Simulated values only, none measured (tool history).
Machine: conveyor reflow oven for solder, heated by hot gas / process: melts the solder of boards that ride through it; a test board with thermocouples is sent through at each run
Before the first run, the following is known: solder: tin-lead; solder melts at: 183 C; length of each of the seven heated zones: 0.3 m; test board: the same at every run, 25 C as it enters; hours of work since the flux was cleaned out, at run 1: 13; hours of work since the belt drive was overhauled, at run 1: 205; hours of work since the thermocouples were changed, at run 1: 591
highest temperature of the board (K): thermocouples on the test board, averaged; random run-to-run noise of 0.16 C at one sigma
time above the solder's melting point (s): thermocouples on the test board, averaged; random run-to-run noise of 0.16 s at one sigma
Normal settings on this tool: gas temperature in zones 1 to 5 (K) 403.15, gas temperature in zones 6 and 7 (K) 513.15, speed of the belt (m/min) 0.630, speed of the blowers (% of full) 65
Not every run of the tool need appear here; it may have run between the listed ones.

| run | hour | gas temperature in zones 1 to 5 (K) | gas temperature in zones 6 and 7 (K) | speed of the belt (m/min) | speed of the blowers (% of full) | hours of work since the flux was cleaned out | hours of work since the belt drive was overhauled | hours of work since the thermocouples were changed | highest temperature of the board (K) | time above the solder's melting point (s) |
|---|---|---|---|---|---|---|---|---|---|---|
| 1 | 0.0 | 403.15 | 513.15 | 0.630 | 65 | 13 | 205 | 591 | 493.75 | 42.7 |
| 2 | 32.3 | 403.15 | 513.15 | 0.630 | 65 | 27 | 219 | 606 | 493.75 | 42.6 |
| 3 | 87.7 | 403.15 | 513.15 | 0.630 | 65 | 52 | 244 | 631 | 493.85 | 42.4 |
| 4 | 150.4 | 403.15 | 513.15 | 0.630 | 65 | 80 | 272 | 659 | 493.55 | 42.2 |
| 5 | 209.2 | 403.15 | 503.15 | 0.630 | 65 | 106 | 298 | 685 | 484.85 | 37.0 |
| 6 | 262.0 | 403.15 | 513.15 | 0.671 | 65 | 130 | 322 | 708 | 490.85 | 38.2 |
| 7 | 317.2 | 393.15 | 513.15 | 0.630 | 65 | 154 | 347 | 733 | 491.45 | 39.1 |
| 8 | 376.2 | 403.15 | 513.15 | 0.684 | 65 | 181 | 373 | 760 | 489.95 | 36.6 |
| 9 | 436.0 | 403.15 | 513.15 | 0.597 | 65 | 207 | 400 | 786 | 494.95 | 46.2 |
| 10 | 484.3 | 403.15 | 513.15 | 0.597 | 65 | 229 | 421 | 808 | 495.05 | 46.4 |
| 11 | 510.7 | 403.15 | 510.15 | 0.630 | 65 | 241 | 433 | 820 | 490.65 | 40.8 |
| 12 | 550.6 | 403.15 | 510.15 | 0.630 | 65 | 258 | 451 | 837 | 490.25 | 40.9 |
| 13 | 577.5 | 403.15 | 510.15 | 0.630 | 65 | 271 | 463 | 849 | 490.55 | 40.8 |
| 14 | 632.5 | 403.15 | 510.15 | 0.630 | 65 | 295 | 488 | 874 | 490.25 | 40.7 |
| 15 | 696.4 | 403.15 | 510.15 | 0.630 | 65 | 324 | 516 | 903 | 490.15 | 40.6 |
|  | 728.2 | flux residue cleaned out of gas plates and filters |
| 16 | 746.3 | 403.15 | 510.15 | 0.630 | 65 | 8 | 536 | 923 | 492.25 | 42.2 |
| 17 | 807.4 | 411.15 | 519.15 | 0.681 | 85 | 35 | 563 | 950 | 505.25 | 46.8 |
| 18 | 862.2 | 411.15 | 510.15 | 0.681 | 85 | 60 | 588 | 974 | 497.15 | 43.6 |
| 19 | 907.1 | 411.15 | 510.15 | 0.681 | 85 | 80 | 608 | 994 | 497.05 | 44.0 |

Run 20 is up next; what results do you expect?
| 20 | 943.3 | 411.15 | 510.15 | 0.681 | 84 | 96 | 624 | 1011 | ? | ? |

highest temperature of the board (K): 496.65
time above the solder's melting point (s): 43.7
With the hidden condition absent and the run-to-run variation left alone, this run would have shown highest temperature of the board (K) 493.95, time above the solder's melting point (s) 41.7.

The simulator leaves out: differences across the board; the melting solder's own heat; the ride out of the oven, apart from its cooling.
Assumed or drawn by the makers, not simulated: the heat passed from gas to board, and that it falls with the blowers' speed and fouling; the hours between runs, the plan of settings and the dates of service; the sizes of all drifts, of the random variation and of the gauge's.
